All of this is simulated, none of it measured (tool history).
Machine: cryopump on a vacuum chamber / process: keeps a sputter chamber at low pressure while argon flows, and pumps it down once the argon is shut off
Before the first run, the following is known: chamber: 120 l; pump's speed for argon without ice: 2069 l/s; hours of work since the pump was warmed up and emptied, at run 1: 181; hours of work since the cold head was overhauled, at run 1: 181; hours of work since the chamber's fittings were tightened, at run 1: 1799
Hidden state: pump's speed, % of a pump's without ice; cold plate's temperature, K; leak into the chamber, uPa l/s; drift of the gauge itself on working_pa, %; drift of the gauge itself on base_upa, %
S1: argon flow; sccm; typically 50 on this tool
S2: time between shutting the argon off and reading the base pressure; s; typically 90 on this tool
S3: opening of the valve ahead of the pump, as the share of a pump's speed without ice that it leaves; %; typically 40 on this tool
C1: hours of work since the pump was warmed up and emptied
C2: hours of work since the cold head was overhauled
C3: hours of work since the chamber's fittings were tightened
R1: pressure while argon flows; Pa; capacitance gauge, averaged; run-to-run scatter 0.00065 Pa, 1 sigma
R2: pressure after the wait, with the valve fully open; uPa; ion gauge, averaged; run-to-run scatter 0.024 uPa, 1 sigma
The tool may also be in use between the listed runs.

run 1 hour=0 | S1=50 S2=90 S3=40 | C1=181 C2=181 C3=1799 | R1=0.1074 R2=1.85
run 2 hour=30.6 | S1=50 S2=90 S3=40 | C1=206 C2=206 C3=1824 | R1=0.1084 R2=1.85
run 3 hour=73.2 | S1=50 S2=131 S3=40 | C1=240 C2=240 C3=1859 | R1=0.1093 R2=1.64
run 4 hour=104.7 | S1=50 S2=131 S3=40 | C1=266 C2=266 C3=1884 | R1=0.1102 R2=1.67
run 5 hour=123.7 | S1=50 S2=90 S3=29 | C1=281 C2=281 C3=1899 | R1=0.1503 R2=1.96
run 6 hour=156.5 | S1=50 S2=90 S3=29 | C1=308 C2=308 C3=1926 | R1=0.1502 R2=1.95
run 7 hour=195.2 | S1=50 S2=90 S3=29 | C1=339 C2=339 C3=1958 | R1=0.1512 R2=1.99
run 8 hour=233.5 | S1=50 S2=88 S3=40 | C1=370 C2=370 C3=1989 | R1=0.1144 R2=2.09
run 9 hour=259.6 | S1=50 S2=88 S3=40 | C1=391 C2=391 C3=2010 | R1=0.1163 R2=2.07
run 10 hour=304.5 | S1=50 S2=88 S3=40 | C1=428 C2=428 C3=2046 | R1=0.1175 R2=2.18
run 11 hour=344.8 | S1=50 S2=88 S3=40 | C1=460 C2=460 C3=2079 | R1=0.1206 R2=2.23
run 12 hour=384.3 | S1=50 S2=88 S3=40 | C1=492 C2=492 C3=2111 | R1=0.1211 R2=2.41
run 13 hour=422.1 | S1=50 S2=88 S3=40 | C1=523 C2=523 C3=2141 | R1=0.1222 R2=2.32
-- hour=430.2 pump warmed up, emptied and cooled again
run 14 hour=464.7 | S1=50 S2=104 S3=40 | C1=28 C2=554 C3=2172 | R1=0.1039 R2=1.74
run 15 hour=506.1 | S1=50 S2=104 S3=40 | C1=61 C2=587 C3=2206 | R1=0.1051 R2=1.78
run 16 hour=531.5 | S1=50 S2=104 S3=40 | C1=82 C2=608 C3=2226 | R1=0.106 R2=1.84
run 17 hour=577.1 | S1=50 S2=104 S3=40 | C1=119 C2=645 C3=2263 | R1=0.1067 R2=1.84
run 18 hour=620.5 | S1=74 S2=124 S3=21 | C1=154 C2=680 C3=2298 | R1=0.2957 R2=1.81
run 19 hour=647.7 | S1=74 S2=124 S3=21 | C1=176 C2=702 C3=2320 | R1=0.2952 R2=1.87
run 20 hour=689 | S1=75 S2=123 S3=20 | C1=210 C2=735 C3=2354 | R1=0.314 R2=1.91
run 21 hour=725.5 | S1=75 S2=123 S3=20 | C1=239 C2=765 C3=2383 | R1=0.3176 R2=1.96
run 22 hour=751.8 | S1=86 S2=90 S3=52 | C1=261 C2=786 C3=2405 | R1=0.1513 R2=2.14
run 23 hour=797.1 | S1=42 S2=294 S3=48 | C1=298 C2=823 C3=2442 | R1=0.0795 R2=1.7
run 24 hour=843.5 | S1=42 S2=294 S3=48 | C1=335 C2=861 C3=2479 | R1=0.0823 R2=1.72
run 25 hour=889.6 | S1=79 S2=33 S3=48 | C1=372 C2=898 C3=2516 | R1=0.1548 R2=3.7
run 26 hour=910.2 | S1=79 S2=33 S3=48 | C1=389 C2=915 C3=2533 | R1=0.1569 R2=3.73
run 27 hour=934.3 | S1=41 S2=90 S3=52 | C1=409 C2=934 C3=2553 | R1=0.0761 R2=2.43
run 28 hour=961.8 | S1=50 S2=84 S3=31 | C1=431 C2=957 C3=2575 | R1=0.147 R2=2.58
run 29 hour=997.3 | S1=23 S2=84 S3=26 | C1=460 C2=985 C3=2604 | R1=0.0802 R2=2.66
run 30 hour=1037.8 | S1=23 S2=84 S3=26 | C1=493 C2=1018 C3=2637 | R1=0.0802 R2=2.64
-- hour=1083.5 pump warmed up, emptied and cooled again
run 31 hour=1085.2 | S1=25 S2=84 S3=26 | C1=1 C2=1053 C3=2671 | R1=0.0801 R2=2.16
run 32 hour=1123.7 | S1=50 S2=52 S3=50 | C1=33 C2=1084 C3=2702 | R1=0.0833 R2=2.75
-- hour=1145.3 leaking fittings of the chamber tightened, without venting
run 33 hour=1154 | S1=50 S2=52 S3=50 | C1=56 C2=1107 C3=7 | R1=0.0848 R2=1.51

Same runs, no hidden state in the tool, same run-to-run variation:
run=1 R1=0.1016 R2=0.96
run=2 R1=0.1017 R2=0.94
run=3 R1=0.1015 R2=0.67
run=4 R1=0.1015 R2=0.69
run=5 R1=0.1411 R2=0.96
run=6 R1=0.1401 R2=0.91
run=7 R1=0.1397 R2=0.91
run=8 R1=0.1016 R2=0.97
run=9 R1=0.1025 R2=0.92
run=10 R1=0.1021 R2=0.94
run=11 R1=0.1035 R2=0.93
run=12 R1=0.1023 R2=1.01
run=13 R1=0.102 R2=0.95
run=14 R1=0.1025 R2=0.8
run=15 R1=0.1028 R2=0.81
run=16 R1=0.1032 R2=0.82
run=17 R1=0.1028 R2=0.8
run=18 R1=0.2884 R2=0.72
run=19 R1=0.2869 R2=0.73
run=20 R1=0.3039 R2=0.74
run=21 R1=0.306 R2=0.73
run=22 R1=0.1364 R2=0.92
run=23 R1=0.0712 R2=0.39
run=24 R1=0.0728 R2=0.37
run=25 R1=0.1344 R2=2.29
run=26 R1=0.1355 R2=2.27
run=27 R1=0.0644 R2=0.93
run=28 R1=0.1314 R2=1.02
run=29 R1=0.0724 R2=1.02
run=30 R1=0.0717 R2=0.98
run=31 R1=0.0797 R2=1.01
run=32 R1=0.0816 R2=1.55
run=33 R1=0.0825 R2=1.49
